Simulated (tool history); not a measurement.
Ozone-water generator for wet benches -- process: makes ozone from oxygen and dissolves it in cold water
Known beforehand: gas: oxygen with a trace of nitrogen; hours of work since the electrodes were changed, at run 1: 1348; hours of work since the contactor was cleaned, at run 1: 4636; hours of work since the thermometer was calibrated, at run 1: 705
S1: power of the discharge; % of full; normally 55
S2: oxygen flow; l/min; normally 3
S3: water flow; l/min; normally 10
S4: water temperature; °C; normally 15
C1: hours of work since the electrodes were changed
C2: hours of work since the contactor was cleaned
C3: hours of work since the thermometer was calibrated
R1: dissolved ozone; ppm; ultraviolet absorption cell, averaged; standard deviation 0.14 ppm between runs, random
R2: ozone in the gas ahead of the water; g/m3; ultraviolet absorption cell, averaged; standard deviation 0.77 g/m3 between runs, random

Run 1, day 0: usual settings; C1 1348; C2 4636; C3 705. Result: R1 15.5 ppm, R2 113.6 g/m3.
Run 2, day 2.721: usual settings; C1 1392; C2 4681; C3 749. Result: R1 15.5 ppm, R2 114 g/m3.
Run 3, day 5.038: usual settings; C1 1430; C2 4718; C3 787. Result: R1 15.6 ppm, R2 114.2 g/m3.
Run 4, day 7.188: usual settings; C1 1465; C2 4754; C3 822. Result: R1 15.3 ppm, R2 112.2 g/m3.
Run 5, day 8.417: usual settings; C1 1485; C2 4774; C3 842. Result: R1 15.5 ppm, R2 112.6 g/m3.
Run 6, day 11.15: usual settings but S2 4.48 l/min; C1 1530; C2 4818; C3 887. Result: R1 15.8 ppm, R2 95.1 g/m3.
Run 7, day 12.729: usual settings but S2 4.48 l/min; C1 1555; C2 4844; C3 913. Result: R1 15.8 ppm, R2 95.9 g/m3.
Run 8, day 15.504: usual settings but S2 4.48 l/min, S3 15 l/min; C1 1601; C2 4889; C3 958. Result: R1 12 ppm, R2 95 g/m3.
Run 9, day 17.783: usual settings but S3 6 l/min; C1 1638; C2 4927; C3 995. Result: R1 21.1 ppm, R2 112.7 g/m3.
Run 10, day 19.012: usual settings but S1 56 % of full; C1 1658; C2 4947; C3 1015. Result: R1 15.5 ppm, R2 114.8 g/m3.
Run 11, day 20.433: usual settings but S1 56 % of full; C1 1681; C2 4970; C3 1038. Result: R1 15.6 ppm, R2 115 g/m3.
Run 12, day 22.846: usual settings but S1 85 % of full; C1 1721; C2 5009; C3 1078. Result: R1 22.2 ppm, R2 165.4 g/m3.
Run 13, day 24.925: usual settings but S1 85 % of full; C1 1755; C2 5043; C3 1112. Result: R1 22.3 ppm, R2 164.3 g/m3.
Run 14, day 26.212: usual settings but S1 50 % of full, S2 3.37 l/min, S3 12 l/min, S4 20 °C; C1 1776; C2 5064; C3 1133. Result: R1 11.4 ppm, R2 97.8 g/m3.
Run 15, day 27.842: usual settings but S2 2.52 l/min, S3 9 l/min, S4 12 °C; C1 1802; C2 5091; C3 1159. Result: R1 16.8 ppm, R2 121.2 g/m3.
Run 16, day 29.104: usual settings but S1 54 % of full, S2 2.52 l/min, S3 14 l/min, S4 16 °C; C1 1823; C2 5111; C3 1180. Result: R1 10.8 ppm, R2 119.7 g/m3.
Run 17, day 30.471: usual settings but S1 41 % of full, S2 3.16 l/min, S4 12 °C; C1 1845; C2 5134; C3 1202. Result: R1 12.3 ppm, R2 85.9 g/m3.
Run 18, day 33.008: usual settings but S3 8 l/min, S4 10 °C; C1 1887; C2 5175; C3 1244. Result: R1 19.4 ppm, R2 113.1 g/m3.
Run 19, day 35.812: usual settings but S3 8 l/min, S4 10 °C; C1 1932; C2 5221; C3 1290. Result: R1 19.1 ppm, R2 113.7 g/m3.

Alternative continuations, all from the tool just after run 19; predict every row:
Run A, day 37.904: usual settings but S2 2.88 l/min, S4 12 °C; C1 1967; C2 5255; C3 1324. Result: R1 ?, R2 ?.
Run B, day 37.904: usual settings but S3 13 l/min; C1 1967; C2 5255; C3 1324. Result: R1 ?, R2 ?.
Run C, day 37.904: usual settings but S4 8 °C; C1 1967; C2 5255; C3 1324. Result: R1 ?, R2 ?.
Run D, day 37.904: usual settings but S3 16 l/min; C1 1967; C2 5255; C3 1324. Result: R1 ?, R2 ?.

run    R1     R2
  A  15.7  114.1
  B  12.5    113
  C  16.6  114.1
  D  10.2  112.9
Without the tool's unlogged condition, the same runs would have read:
run    R1     R2
  A    17  118.3
  B  13.5  117.2
  C  17.9  118.3
  D  11.1  117.1
